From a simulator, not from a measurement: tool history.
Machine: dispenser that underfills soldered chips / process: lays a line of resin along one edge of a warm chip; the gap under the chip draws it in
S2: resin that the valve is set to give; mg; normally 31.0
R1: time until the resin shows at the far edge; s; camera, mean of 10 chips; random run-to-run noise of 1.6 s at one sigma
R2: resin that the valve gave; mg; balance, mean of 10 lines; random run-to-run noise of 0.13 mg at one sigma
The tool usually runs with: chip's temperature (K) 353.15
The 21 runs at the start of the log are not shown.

run 22 hour=130.0 | chip's_temperature_(K)=350.15 S2=36.5 | R1=297.0 R2=33.99
run 23 hour=136.7 | chip's_temperature_(K)=365.15 S2=32.6 | R1=263.6 R2=30.18
-- hour=139.3 new syringe of resin
run 24 hour=141.2 | chip's_temperature_(K)=349.15 S2=32.6 | R1=210.4 R2=30.07
run 25 hour=148.6 | chip's_temperature_(K)=358.15 S2=26.7 | R1=236.5 R2=24.43
run 26 hour=153.9 | chip's_temperature_(K)=366.15 S2=26.9 | R1=235.6 R2=24.67
-- hour=158.6 new syringe of resin
run 27 hour=159.0 | chip's_temperature_(K)=354.15 S2=31.6 | R1=167.7 R2=28.93
-- hour=164.0 dispensing valve cleaned and set on the balance
run 28 hour=167.3 | chip's_temperature_(K)=353.15 S2=37.3 | R1=238.3 R2=37.40
run 29 hour=173.9 | chip's_temperature_(K)=361.15 S2=40.3 | R1=254.9 R2=39.96
-- hour=178.9 new syringe of resin
run 30 hour=179.7 | chip's_temperature_(K)=359.15 S2=36.4 | R1=139.0 R2=36.19
run 31 hour=184.7 | chip's_temperature_(K)=339.15 S2=26.9 | R1=375.6 R2=26.55
run 32 hour=192.6 | chip's_temperature_(K)=362.15 S2=36.5 | R1=242.6 R2=36.12

Predict the results of run 33:
run 33 hour=197.0 | chip's_temperature_(K)=353.15 S2=34.3 | R1=? R2=?

R1: 410.3 s
R2: 34.21 mg
Take away the tool's hidden state, keep the run-to-run variation as it was, and the same run would have given R1 156.9 s, R2 34.79 mg.

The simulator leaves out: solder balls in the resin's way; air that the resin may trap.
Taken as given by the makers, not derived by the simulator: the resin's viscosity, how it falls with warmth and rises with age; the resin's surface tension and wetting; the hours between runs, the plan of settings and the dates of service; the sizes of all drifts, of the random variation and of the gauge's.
